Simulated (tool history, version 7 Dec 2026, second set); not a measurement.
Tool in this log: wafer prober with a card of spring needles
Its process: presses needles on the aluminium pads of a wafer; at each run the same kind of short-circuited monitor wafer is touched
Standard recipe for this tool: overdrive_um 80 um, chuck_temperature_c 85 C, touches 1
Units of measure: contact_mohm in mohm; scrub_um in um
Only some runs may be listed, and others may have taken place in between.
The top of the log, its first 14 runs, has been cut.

| run | day | overdrive_um | chuck_temperature_c | touches | contact_mohm | scrub_um |
|---|---|---|---|---|---|---|
|  | 4.108 | tips cleaned on abrasive film |
| 15 | 4.138 | 63 | 85 | 1 | 242 | 17.5 |
| 16 | 4.475 | 63 | 85 | 1 | 241 | 17.48 |
| 17 | 4.846 | 63 | 85 | 1 | 239 | 17.52 |
| 18 | 5.033 | 63 | 85 | 1 | 238 | 17.53 |
| 19 | 5.379 | 91 | 113 | 2 | 245 | 25.25 |
|  | 5.475 | tips cleaned on abrasive film |
| 20 | 5.721 | 80 | 77 | 1 | 240 | 22.28 |
| 21 | 5.921 | 80 | 88 | 3 | 239 | 22.28 |
| 22 | 6.125 | 80 | 88 | 3 | 240 | 22.25 |
| 23 | 6.367 | 80 | 42 | 1 | 225 | 22.28 |
| 24 | 6.679 | 80 | 42 | 1 | 227 | 22.24 |
|  | 6.838 | tips cleaned on abrasive film |
| 25 | 6.879 | 64 | 47 | 2 | 227 | 17.91 |
| 26 | 7.229 | 64 | 47 | 2 | 229 | 17.79 |
| 27 | 7.588 | 98 | 47 | 1 | 224 | 27.4 |
| 28 | 7.9 | 68 | 88 | 1 | 241 | 18.98 |
| 29 | 8.096 | 68 | 88 | 1 | 236 | 18.92 |
|  | 8.2 | tips cleaned on abrasive film |
| 30 | 8.317 | 68 | 88 | 1 | 235 | 18.93 |
| 31 | 8.688 | 68 | 88 | 1 | 239 | 19.03 |
| 32 | 9.004 | 67 | 111 | 2 | 245 | 18.66 |
| 33 | 9.296 | 70 | 85 | 2 | 241 | 19.62 |
|  | 9.383 | gauge calibrated |
|  | 9.571 | tips cleaned on abrasive film |
| 34 | 9.65 | 87 | 28 | 2 | 222 | 23.95 |
| 35 | 9.929 | 87 | 28 | 2 | 220 | 24.02 |

Forecast each of these 4 alternatives for the next run:
| A | 10.125 | 87 | 95 | 2 | ? | ? |
| B | 10.125 | 73 | 75 | 3 | ? | ? |
| C | 10.125 | 87 | 76 | 1 | ? | ? |
| D | 10.125 | 72 | 67 | 2 | ? | ? |

| run | contact_mohm | scrub_um |
|---|---|---|
| A | 242 | 24.1 |
| B | 234 | 20.22 |
| C | 235 | 23.92 |
| D | 230 | 19.86 |
With the hidden condition removed and each run's random variation left untouched, the same runs would have given:
| run | contact_mohm | scrub_um |
|---|---|---|
| A | 242 | 24.08 |
| B | 234 | 20.2 |
| C | 234 | 23.9 |
| D | 230 | 19.84 |

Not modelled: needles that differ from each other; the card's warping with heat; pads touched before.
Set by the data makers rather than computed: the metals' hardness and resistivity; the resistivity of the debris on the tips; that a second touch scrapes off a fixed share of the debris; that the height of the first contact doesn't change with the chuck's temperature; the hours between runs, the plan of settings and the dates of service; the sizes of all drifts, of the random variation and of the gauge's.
